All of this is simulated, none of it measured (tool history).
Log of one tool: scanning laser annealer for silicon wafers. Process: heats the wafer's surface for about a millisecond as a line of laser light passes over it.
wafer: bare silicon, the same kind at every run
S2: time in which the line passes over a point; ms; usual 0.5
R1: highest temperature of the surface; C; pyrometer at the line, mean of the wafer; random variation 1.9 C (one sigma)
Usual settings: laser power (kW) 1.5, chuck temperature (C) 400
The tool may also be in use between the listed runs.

Run 1, hour 0: usual settings. Result: R1 1134 C.
Run 2, hour 30.9: usual settings but S2 0.46 ms. Result: R1 1106 C.
Run 3, hour 64.8: usual settings but S2 0.46 ms. Result: R1 1109 C.
Run 4, hour 124.7: usual settings. Result: R1 1128 C.
Run 5, hour 188.1: usual settings. Result: R1 1130 C.
Run 6, hour 217.8: usual settings. Result: R1 1131 C.
At hour 275.3: optics aligned, line set to its width.
Run 7, hour 288.3: usual settings. Result: R1 1147 C.
At hour 295.6: window over the wafer cleaned.
Run 8, hour 327.9: usual settings. Result: R1 1147 C.
Run 9, hour 360.2: usual settings. Result: R1 1147 C.
Run 10, hour 430.8: usual settings. Result: R1 1142 C.
Run 11, hour 461: usual settings. Result: R1 1143 C.
Run 12, hour 491.2: usual settings. Result: R1 1138 C.
Run 13, hour 527.9: usual settings. Result: R1 1142 C.
Run 14, hour 556.9: usual settings but laser power (kW) 1.551, S2 0.478 ms, chuck temperature (C) 406. Result: R1 1155 C.
Run 15, hour 595.2: usual settings but S2 0.383 ms, chuck temperature (C) 373. Result: R1 1029 C.
Run 16, hour 660.4: usual settings but S2 0.383 ms, chuck temperature (C) 373. Result: R1 1031 C.
At hour 677.3: window over the wafer cleaned, once more.
Run 17, hour 701.9: usual settings but laser power (kW) 1.498, S2 0.493 ms, chuck temperature (C) 373. Result: R1 1116 C.
Run 18, hour 751.2: usual settings but laser power (kW) 1.544, chuck temperature (C) 402. Result: R1 1172 C.
Run 19, hour 806.6: usual settings but laser power (kW) 1.544, chuck temperature (C) 402. Result: R1 1171 C.
Run 20, hour 845.8: usual settings but laser power (kW) 1.544, S2 0.352 ms, chuck temperature (C) 371. Result: R1 1026 C.
Run 21, hour 899.2: usual settings but laser power (kW) 1.47, S2 0.601 ms, chuck temperature (C) 429. Result: R1 1224 C.
Run 22, hour 935: usual settings but laser power (kW) 1.537. Result: R1 1163 C.
Run 23, hour 982.4: usual settings but laser power (kW) 1.609, chuck temperature (C) 431. Result: R1 1229 C.
Run 24, hour 1048.4: usual settings but laser power (kW) 1.487, S2 0.412 ms, chuck temperature (C) 437. Result: R1 1111 C.
Run 25, hour 1101.1: usual settings but laser power (kW) 1.477, S2 0.516 ms. Result: R1 1139 C.

Forecast each of these 3 alternatives for the next run:
Run A, hour 1171.9: usual settings but laser power (kW) 1.529, S2 0.558 ms, chuck temperature (C) 363. Result: R1 ?.
Run B, hour 1171.9: usual settings but laser power (kW) 1.477, S2 0.353 ms. Result: R1 ?.
Run C, hour 1171.9: usual settings but laser power (kW) 1.623, S2 0.398 ms, chuck temperature (C) 424. Result: R1 ?.

run    R1
  A  1156
  B  1023
  C  1144
Without the tool's hidden state the same runs would have given:
run    R1
  A  1163
  B  1028
  C  1150
